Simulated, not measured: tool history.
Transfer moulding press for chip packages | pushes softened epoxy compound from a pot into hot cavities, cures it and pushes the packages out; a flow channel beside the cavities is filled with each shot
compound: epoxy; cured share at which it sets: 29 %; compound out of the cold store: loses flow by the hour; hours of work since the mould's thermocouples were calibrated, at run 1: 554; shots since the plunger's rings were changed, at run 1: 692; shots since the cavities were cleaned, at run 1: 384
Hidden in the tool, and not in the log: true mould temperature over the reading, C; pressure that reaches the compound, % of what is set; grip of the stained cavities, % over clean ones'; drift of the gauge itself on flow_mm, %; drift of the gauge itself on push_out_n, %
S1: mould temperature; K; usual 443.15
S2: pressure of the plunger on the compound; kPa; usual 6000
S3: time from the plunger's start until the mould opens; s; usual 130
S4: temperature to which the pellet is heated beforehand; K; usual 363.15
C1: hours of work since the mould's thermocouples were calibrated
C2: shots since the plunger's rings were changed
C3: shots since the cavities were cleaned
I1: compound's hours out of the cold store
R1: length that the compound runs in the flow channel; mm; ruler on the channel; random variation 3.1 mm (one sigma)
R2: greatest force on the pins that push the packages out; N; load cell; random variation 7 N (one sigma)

{"run": 1, "hour": 0.0, "S1": 443.15, "S2": 6000, "S3": 130, "S4": 363.15, "C1": 554, "C2": 692, "C3": 384, "I1": 31.7, "R1": 744, "R2": 463}
{"run": 2, "hour": 27.8, "S1": 443.15, "S2": 6000, "S3": 130, "S4": 363.15, "C1": 565, "C2": 849, "C3": 541, "I1": 24.4, "R1": 771, "R2": 487}
{"hour": 43.7, "done": "cavities cleaned with cleaning compound and waxed"}
{"run": 3, "hour": 46.3, "S1": 443.15, "S2": 6000, "S3": 130, "S4": 363.15, "C1": 572, "C2": 945, "C3": 15, "I1": 40.1, "R1": 726, "R2": 587}
{"run": 4, "hour": 84.8, "S1": 443.15, "S2": 6000, "S3": 130, "S4": 363.15, "C1": 587, "C2": 1162, "C3": 232, "I1": 36.2, "R1": 734, "R2": 586}
{"run": 5, "hour": 119.0, "S1": 443.15, "S2": 6000, "S3": 130, "S4": 363.15, "C1": 601, "C2": 1355, "C3": 425, "I1": 21.4, "R1": 770, "R2": 574}
{"run": 6, "hour": 143.5, "S1": 443.15, "S2": 6000, "S3": 130, "S4": 363.15, "C1": 611, "C2": 1493, "C3": 563, "I1": 39.9, "R1": 717, "R2": 585}
{"hour": 155.9, "done": "cavities cleaned with cleaning compound and waxed"}
{"run": 7, "hour": 184.7, "S1": 443.15, "S2": 6000, "S3": 130, "S4": 363.15, "C1": 627, "C2": 1717, "C3": 163, "I1": 18.7, "R1": 775, "R2": 376}
{"run": 8, "hour": 221.7, "S1": 443.15, "S2": 6000, "S3": 130, "S4": 371.15, "C1": 641, "C2": 1926, "C3": 372, "I1": 47.4, "R1": 691, "R2": 455}
{"run": 9, "hour": 257.2, "S1": 443.15, "S2": 6000, "S3": 129, "S4": 363.15, "C1": 656, "C2": 2126, "C3": 572, "I1": 20.7, "R1": 764, "R2": 494}
{"hour": 260.6, "done": "cavities cleaned with cleaning compound and waxed, once more"}
{"run": 10, "hour": 282.1, "S1": 443.15, "S2": 6420, "S3": 130, "S4": 363.15, "C1": 665, "C2": 2257, "C3": 121, "I1": 33.7, "R1": 745, "R2": 351}
{"run": 11, "hour": 304.6, "S1": 443.15, "S2": 6420, "S3": 130, "S4": 363.15, "C1": 674, "C2": 2384, "C3": 248, "I1": 43.1, "R1": 720, "R2": 423}
{"run": 12, "hour": 341.4, "S1": 443.15, "S2": 6000, "S3": 128, "S4": 363.15, "C1": 689, "C2": 2592, "C3": 456, "I1": 30.2, "R1": 728, "R2": 481}

Run 13 comes next. What will it give?
{"hour": 373.0, "done": "cavities cleaned with cleaning compound and waxed"}
{"run": 13, "hour": 375.7, "S1": 446.15, "S2": 4650, "S3": 118, "S4": 354.15, "C1": 702, "C2": 2777, "C3": 15, "I1": 15.5, "R1": "?", "R2": "?"}

{"run 13": {"R1": 666, "R2": 302}}
Without the tool's hidden state the same run would have given R1 702 mm, R2 298 N.
